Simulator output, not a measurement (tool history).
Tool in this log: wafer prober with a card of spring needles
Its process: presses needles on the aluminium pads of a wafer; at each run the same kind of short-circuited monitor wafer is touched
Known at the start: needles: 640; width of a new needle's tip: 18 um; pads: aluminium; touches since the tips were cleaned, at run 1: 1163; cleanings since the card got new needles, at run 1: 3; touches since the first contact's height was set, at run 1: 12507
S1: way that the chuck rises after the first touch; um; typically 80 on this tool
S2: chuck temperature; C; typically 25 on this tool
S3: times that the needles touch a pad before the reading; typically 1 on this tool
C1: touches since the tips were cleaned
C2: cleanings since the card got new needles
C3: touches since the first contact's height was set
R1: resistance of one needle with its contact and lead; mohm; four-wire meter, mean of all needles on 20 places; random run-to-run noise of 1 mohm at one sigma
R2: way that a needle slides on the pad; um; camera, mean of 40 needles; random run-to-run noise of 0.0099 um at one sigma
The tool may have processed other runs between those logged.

{"run": 1, "hour": 0.0, "S1": 80, "S2": 25, "S3": 1, "C1": 1163, "C2": 3, "C3": 12507, "R1": 144, "R2": 13.335}
{"hour": 10.2, "done": "tips cleaned on abrasive film"}
{"run": 2, "hour": 17.2, "S1": 80, "S2": 25, "S3": 3, "C1": 1765, "C2": 4, "C3": 16830, "R1": 142, "R2": 13.339}
{"hour": 25.2, "done": "tips cleaned on abrasive film"}
{"run": 3, "hour": 29.4, "S1": 80, "S2": 25, "S3": 3, "C1": 1054, "C2": 5, "C3": 19886, "R1": 139, "R2": 13.317}
{"hour": 40.6, "done": "tips cleaned on abrasive film"}
{"run": 4, "hour": 40.6, "S1": 80, "S2": 25, "S3": 1, "C1": 0, "C2": 6, "C3": 22693, "R1": 139, "R2": 13.325}
{"run": 5, "hour": 51.6, "S1": 80, "S2": 25, "S3": 1, "C1": 2786, "C2": 6, "C3": 25479, "R1": 149, "R2": 13.314}
{"hour": 55.6, "done": "tips cleaned on abrasive film"}
{"run": 6, "hour": 65.3, "S1": 80, "S2": 25, "S3": 1, "C1": 2448, "C2": 7, "C3": 28920, "R1": 149, "R2": 13.33}
{"hour": 71.4, "done": "tips cleaned on abrasive film"}
{"run": 7, "hour": 85.3, "S1": 80, "S2": 72, "S3": 1, "C1": 3492, "C2": 8, "C3": 33944, "R1": 156, "R2": 13.292}
{"hour": 86.9, "done": "tips cleaned on abrasive film"}
{"hour": 101.5, "done": "tips cleaned on abrasive film"}
{"run": 8, "hour": 103.1, "S1": 87, "S2": 25, "S3": 1, "C1": 416, "C2": 10, "C3": 38408, "R1": 141, "R2": 14.465}
{"hour": 116.2, "done": "tips cleaned on abrasive film"}
{"run": 9, "hour": 122.3, "S1": 80, "S2": 25, "S3": 1, "C1": 1543, "C2": 11, "C3": 43244, "R1": 147, "R2": 13.271}
{"hour": 131.8, "done": "tips cleaned on abrasive film"}
{"run": 10, "hour": 145.3, "S1": 80, "S2": 25, "S3": 2, "C1": 3429, "C2": 12, "C3": 49043, "R1": 146, "R2": 13.274}
{"hour": 146.4, "done": "tips cleaned on abrasive film"}
{"run": 11, "hour": 158.0, "S1": 80, "S2": 25, "S3": 1, "C1": 2920, "C2": 13, "C3": 52207, "R1": 150, "R2": 13.279}
{"hour": 162.6, "done": "tips cleaned on abrasive film"}
{"run": 12, "hour": 169.4, "S1": 80, "S2": 56, "S3": 1, "C1": 1722, "C2": 14, "C3": 55079, "R1": 152, "R2": 13.244}
{"hour": 178.9, "done": "tips cleaned on abrasive film"}
{"run": 13, "hour": 191.4, "S1": 89, "S2": 25, "S3": 1, "C1": 3178, "C2": 15, "C3": 60624, "R1": 146, "R2": 14.758}
{"hour": 193.2, "done": "tips cleaned on abrasive film"}
{"hour": 208.9, "done": "tips cleaned on abrasive film"}
{"run": 14, "hour": 209.0, "S1": 80, "S2": 38, "S3": 1, "C1": 17, "C2": 17, "C3": 65008, "R1": 141, "R2": 13.246}
{"hour": 223.8, "done": "tips cleaned on abrasive film"}
{"run": 15, "hour": 226.9, "S1": 80, "S2": 38, "S3": 1, "C1": 781, "C2": 18, "C3": 69522, "R1": 148, "R2": 13.232}
{"hour": 239.0, "done": "tips cleaned on abrasive film"}
{"run": 16, "hour": 249.5, "S1": 80, "S2": 38, "S3": 1, "C1": 2651, "C2": 19, "C3": 75210, "R1": 152, "R2": 13.204}
{"hour": 254.4, "done": "tips cleaned on abrasive film"}
{"hour": 269.9, "done": "tips cleaned on abrasive film"}
{"run": 17, "hour": 270.2, "S1": 63, "S2": 37, "S3": 3, "C1": 57, "C2": 21, "C3": 80385, "R1": 144, "R2": 10.382}
{"hour": 285.4, "done": "tips cleaned on abrasive film"}
{"run": 18, "hour": 289.4, "S1": 63, "S2": 37, "S3": 3, "C1": 1013, "C2": 22, "C3": 85225, "R1": 147, "R2": 10.36}
{"run": 19, "hour": 299.0, "S1": 63, "S2": 37, "S3": 3, "C1": 3429, "C2": 22, "C3": 87641, "R1": 148, "R2": 10.359}
{"hour": 301.1, "done": "tips cleaned on abrasive film"}
{"run": 20, "hour": 309.9, "S1": 90, "S2": 72, "S3": 1, "C1": 2229, "C2": 23, "C3": 90376, "R1": 152, "R2": 14.868}
{"hour": 315.9, "done": "tips cleaned on abrasive film"}
{"run": 21, "hour": 323.4, "S1": 80, "S2": 57, "S3": 1, "C1": 1898, "C2": 24, "C3": 93772, "R1": 150, "R2": 13.185}
{"hour": 331.2, "done": "tips cleaned on abrasive film"}
{"run": 22, "hour": 337.0, "S1": 60, "S2": 57, "S3": 1, "C1": 1477, "C2": 25, "C3": 97186, "R1": 159, "R2": 9.834}
{"hour": 340.5, "done": "height of the first contact set anew"}
{"hour": 347.4, "done": "tips cleaned on abrasive film"}
{"run": 23, "hour": 353.5, "S1": 80, "S2": 35, "S3": 1, "C1": 1565, "C2": 26, "C3": 3287, "R1": 147, "R2": 13.354}
{"hour": 362.7, "done": "tips cleaned on abrasive film"}
{"run": 24, "hour": 364.5, "S1": 80, "S2": 70, "S3": 2, "C1": 448, "C2": 27, "C3": 6025, "R1": 147, "R2": 13.357}
{"hour": 378.0, "done": "tips cleaned on abrasive film"}
{"run": 25, "hour": 382.8, "S1": 77, "S2": 25, "S3": 3, "C1": 1220, "C2": 28, "C3": 10633, "R1": 140, "R2": 12.852}
{"hour": 392.2, "done": "tips cleaned on abrasive film"}
{"run": 26, "hour": 399.7, "S1": 77, "S2": 25, "S3": 3, "C1": 1884, "C2": 29, "C3": 14875, "R1": 144, "R2": 12.823}
{"hour": 407.4, "done": "tips cleaned on abrasive film"}
{"hour": 422.8, "done": "tips cleaned on abrasive film"}
{"run": 27, "hour": 422.8, "S1": 77, "S2": 25, "S3": 3, "C1": 0, "C2": 31, "C3": 20675, "R1": 139, "R2": 12.828}
{"hour": 437.6, "done": "tips cleaned on abrasive film"}
{"run": 28, "hour": 442.4, "S1": 77, "S2": 25, "S3": 3, "C1": 1222, "C2": 32, "C3": 25615, "R1": 143, "R2": 12.807}
{"hour": 452.3, "done": "tips cleaned on abrasive film"}
{"run": 29, "hour": 453.5, "S1": 94, "S2": 83, "S3": 2, "C1": 313, "C2": 33, "C3": 28393, "R1": 148, "R2": 15.656}
{"run": 30, "hour": 464.8, "S1": 80, "S2": 25, "S3": 2, "C1": 3171, "C2": 33, "C3": 31251, "R1": 143, "R2": 13.323}
{"hour": 467.2, "done": "tips cleaned on abrasive film"}
{"run": 31, "hour": 479.6, "S1": 99, "S2": 25, "S3": 2, "C1": 3134, "C2": 34, "C3": 34958, "R1": 143, "R2": 16.472}
{"hour": 482.5, "done": "tips cleaned on abrasive film"}
{"run": 32, "hour": 491.8, "S1": 80, "S2": 25, "S3": 1, "C1": 2348, "C2": 35, "C3": 38035, "R1": 147, "R2": 13.292}

Consider 5 possible next runs. They are alternatives, not a sequence: every one starts from the tool as it was left by run 32. What does each give?
{"hour": 497.4, "done": "tips cleaned on abrasive film"}
{"run": "A", "hour": 510.7, "S1": 68, "S2": 35, "S3": 1, "C1": 3362, "C2": 36, "C3": 42786, "R1": "?", "R2": "?"}
{"hour": 497.4, "done": "tips cleaned on abrasive film"}
{"run": "B", "hour": 510.7, "S1": 66, "S2": 29, "S3": 1, "C1": 3362, "C2": 36, "C3": 42786, "R1": "?", "R2": "?"}
{"hour": 497.4, "done": "tips cleaned on abrasive film"}
{"run": "C", "hour": 510.7, "S1": 72, "S2": 36, "S3": 2, "C1": 3362, "C2": 36, "C3": 42786, "R1": "?", "R2": "?"}
{"hour": 497.4, "done": "tips cleaned on abrasive film"}
{"run": "D", "hour": 510.7, "S1": 62, "S2": 25, "S3": 2, "C1": 3362, "C2": 36, "C3": 42786, "R1": "?", "R2": "?"}
{"hour": 497.4, "done": "tips cleaned on abrasive film"}
{"run": "E", "hour": 510.7, "S1": 87, "S2": 25, "S3": 2, "C1": 3362, "C2": 36, "C3": 42786, "R1": "?", "R2": "?"}

run=A R1=154 R2=11.273
run=B R1=156 R2=10.956
run=C R1=150 R2=11.939
run=D R1=152 R2=10.282
run=E R1=143 R2=14.46
Had the tool no hidden state, the same runs would have come out as:
run=A R1=140 R2=11.349
run=B R1=140 R2=11.031
run=C R1=142 R2=12.014
run=D R1=141 R2=10.358
run=E R1=137 R2=14.536

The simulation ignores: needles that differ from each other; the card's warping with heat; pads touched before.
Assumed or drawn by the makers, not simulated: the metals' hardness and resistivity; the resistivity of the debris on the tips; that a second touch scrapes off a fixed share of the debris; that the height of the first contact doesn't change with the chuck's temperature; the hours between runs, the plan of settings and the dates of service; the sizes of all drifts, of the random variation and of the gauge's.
